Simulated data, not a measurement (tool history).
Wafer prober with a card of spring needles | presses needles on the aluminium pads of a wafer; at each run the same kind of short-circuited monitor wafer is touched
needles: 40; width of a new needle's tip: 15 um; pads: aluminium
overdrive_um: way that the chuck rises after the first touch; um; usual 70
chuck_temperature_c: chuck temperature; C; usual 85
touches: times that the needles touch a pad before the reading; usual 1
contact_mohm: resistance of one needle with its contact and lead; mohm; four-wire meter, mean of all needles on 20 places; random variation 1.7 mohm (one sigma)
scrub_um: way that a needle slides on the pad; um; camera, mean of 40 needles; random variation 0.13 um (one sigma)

run	day	overdrive_um	chuck_temperature_c	touches	contact_mohm	scrub_um
1	0	70	85	1	174	18.13
# day 0.071: tips cleaned on abrasive film
# day 0.333: tips cleaned on abrasive film
# day 0.662: tips cleaned on abrasive film
# day 0.929: tips cleaned on abrasive film
# day 1.258: tips cleaned on abrasive film
# day 1.592: tips cleaned on abrasive film
2	1.796	70	85	1	172	17.94
# day 1.867: tips cleaned on abrasive film
# day 2.133: tips cleaned on abrasive film
# day 2.462: tips cleaned on abrasive film
# day 2.792: tips cleaned on abrasive film
3	2.938	58	85	1	180	14.9
# day 3.071: tips cleaned on abrasive film
# day 3.333: tips cleaned on abrasive film
# day 3.6: tips cleaned on abrasive film
# day 3.929: tips cleaned on abrasive film
4	4.121	58	85	1	179	14.74
# day 4.254: tips cleaned on abrasive film
# day 4.521: tips cleaned on abrasive film
# day 4.788: tips cleaned on abrasive film
# day 5.05: tips cleaned on abrasive film
# day 5.317: tips cleaned on abrasive film
# day 5.646: tips cleaned on abrasive film
# day 5.912: tips cleaned on abrasive film
5	6.129	58	85	1	182	14.55
# day 6.2: tips cleaned on abrasive film
# day 6.529: tips cleaned on abrasive film
# day 6.792: tips cleaned on abrasive film
# day 7.058: tips cleaned on abrasive film
# day 7.388: tips cleaned on abrasive film
6	7.483	65	85	1	171	16.33
# day 7.562: height of the first contact set anew
# day 7.696: tips cleaned on abrasive film
# day 7.962: tips cleaned on abrasive film
# day 8.229: tips cleaned on abrasive film
# day 8.558: tips cleaned on abrasive film
# day 8.888: tips cleaned on abrasive film
7	9.15	65	85	1	180	16.21
# day 9.217: tips cleaned on abrasive film
# day 9.483: tips cleaned on abrasive film
# day 9.746: tips cleaned on abrasive film
# day 10.012: tips cleaned on abrasive film
# day 10.279: tips cleaned on abrasive film
# day 10.55: tips cleaned on abrasive film
8	10.55	70	35	1	157	17.22
# day 10.883: tips cleaned on abrasive film
# day 11.212: tips cleaned on abrasive film
# day 11.475: tips cleaned on abrasive film
9	11.662	70	35	1	166	17.09
# day 11.796: tips cleaned on abrasive film
# day 12.125: tips cleaned on abrasive film
# day 12.454: tips cleaned on abrasive film
# day 12.788: tips cleaned on abrasive film
# day 13.05: tips cleaned on abrasive film
# day 13.383: tips cleaned on abrasive film
# day 13.646: tips cleaned on abrasive film
10	13.675	70	94	1	172	17.19
# day 13.75: height of the first contact set anew, once more
# day 13.95: tips cleaned on abrasive film
# day 14.217: tips cleaned on abrasive film
# day 14.483: tips cleaned on abrasive film
# day 14.812: tips cleaned on abrasive film
# day 15.075: tips cleaned on abrasive film
11	15.158	70	94	1	171	17.98
# day 15.358: tips cleaned on abrasive film
# day 15.621: tips cleaned on abrasive film
# day 15.954: tips cleaned on abrasive film
# day 16.283: tips cleaned on abrasive film
# day 16.55: tips cleaned on abrasive film
# day 16.879: tips cleaned on abrasive film
12	17.038	70	94	1	179	18.05
# day 17.175: tips cleaned on abrasive film
# day 17.438: tips cleaned on abrasive film
# day 17.704: tips cleaned on abrasive film
# day 17.967: tips cleaned on abrasive film
13	17.996	70	94	1	168	17.87
# day 18.258: tips cleaned on abrasive film
# day 18.588: tips cleaned on abrasive film
# day 18.854: tips cleaned on abrasive film
14	19.088	70	93	1	181	17.97
# day 19.158: tips cleaned on abrasive film
# day 19.421: tips cleaned on abrasive film
# day 19.688: tips cleaned on abrasive film
# day 20.017: tips cleaned on abrasive film
15	20.183	58	100	1	182	14.68
# day 20.317: tips cleaned on abrasive film
# day 20.65: tips cleaned on abrasive film
# day 20.979: tips cleaned on abrasive film
# day 21.246: tips cleaned on abrasive film
# day 21.542: tips cleaned on abrasive film
16	21.542	70	52	1	160	17.83
# day 21.804: tips cleaned on abrasive film
# day 22.071: tips cleaned on abrasive film
# day 22.4: tips cleaned on abrasive film
# day 22.733: tips cleaned on abrasive film
17	22.9	70	85	1	175	17.71
# day 23.038: tips cleaned on abrasive film
# day 23.3: tips cleaned on abrasive film
# day 23.567: tips cleaned on abrasive film
# day 23.829: tips cleaned on abrasive film
# day 24.096: tips cleaned on abrasive film
# day 24.425: tips cleaned on abrasive film
18	24.5	70	85	1	172	17.7
# day 24.7: tips cleaned on abrasive film
# day 24.962: tips cleaned on abrasive film
# day 25.292: tips cleaned on abrasive film
# day 25.625: tips cleaned on abrasive film
# day 25.888: tips cleaned on abrasive film
# day 26.221: tips cleaned on abrasive film
19	26.412	56	85	1	186	13.67
# day 26.55: tips cleaned on abrasive film
# day 26.879: tips cleaned on abrasive film
# day 27.208: tips cleaned on abrasive film
# day 27.538: tips cleaned on abrasive film
# day 27.804: tips cleaned on abrasive film
# day 28.133: tips cleaned on abrasive film
20	28.292	70	41	3	159	17.42
# day 28.425: tips cleaned on abrasive film
# day 28.754: tips cleaned on abrasive film
# day 29.083: tips cleaned on abrasive film
# day 29.417: tips cleaned on abrasive film
# day 29.746: tips cleaned on abrasive film
# day 30.008: tips cleaned on abrasive film
# day 30.342: tips cleaned on abrasive film
21	30.342	60	92	2	170	14.73

The next listed run, before its measurement:
# day 30.608: tips cleaned on abrasive film
# day 30.938: tips cleaned on abrasive film
# day 31.204: tips cleaned on abrasive film
# day 31.467: tips cleaned on abrasive film
22	31.467	66	32	1	?	?

contact_mohm: 164 mohm
scrub_um: 16.23 um
Without the tool's hidden state the same run would have given contact_mohm 159 mohm, scrub_um 17.2 um.
